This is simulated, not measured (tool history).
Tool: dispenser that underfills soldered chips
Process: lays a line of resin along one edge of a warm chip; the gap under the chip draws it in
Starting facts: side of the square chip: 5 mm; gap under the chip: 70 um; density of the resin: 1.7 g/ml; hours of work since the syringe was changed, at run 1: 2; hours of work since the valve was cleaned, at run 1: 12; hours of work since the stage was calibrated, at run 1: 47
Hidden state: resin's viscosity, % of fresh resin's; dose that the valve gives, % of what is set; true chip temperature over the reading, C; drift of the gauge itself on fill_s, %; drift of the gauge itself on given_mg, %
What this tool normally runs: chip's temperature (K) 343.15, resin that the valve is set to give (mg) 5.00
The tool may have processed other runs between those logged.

run  hour  chip's temperature (K)  resin that the valve is set to give (mg)  hours of work since the syringe was changed  hours of work since the valve was cleaned  hours of work since the stage was calibrated  time until the resin shows at the far edge (s)  resin that the valve gave (mg)
  1   0.0                  343.15                                      5.00                                            2                                         12                                            47                                            27.6                            4.95
  2   5.0                  343.15                                      5.94                                            5                                         15                                            50                                            34.2                            5.90
      7.6  -- new syringe of resin
  3  12.1                  343.15                                      5.00                                            3                                         20                                            55                                            30.1                            4.96
     18.4  -- new syringe of resin
  4  19.1                  345.15                                      5.00                                            0                                         24                                            59                                            23.0                            4.90
  5  24.3                  345.15                                      5.00                                            4                                         28                                            62                                            29.1                            4.88
     29.2  -- new syringe of resin
  6  30.4                  345.15                                      5.00                                            1                                         31                                            66                                            23.2                            4.89
  7  34.5                  345.15                                      5.00                                            3                                         34                                            69                                            28.8                            4.89
     39.9  -- new syringe of resin
  8  40.7                  343.15                                      5.23                                            0                                         38                                            73                                            24.8                            5.09

Expected results for the next run?
  9  45.9                  351.15                                      6.03                                            4                                         41                                            76                                               ?                               ?

Run 9 produced time until the resin shows at the far edge (s) 22.8, resin that the valve gave (mg) 5.83.
Take away the tool's hidden state, keep the run-to-run variation as it was, and the same run would have given time until the resin shows at the far edge (s) 16.9, resin that the valve gave (mg) 6.05.
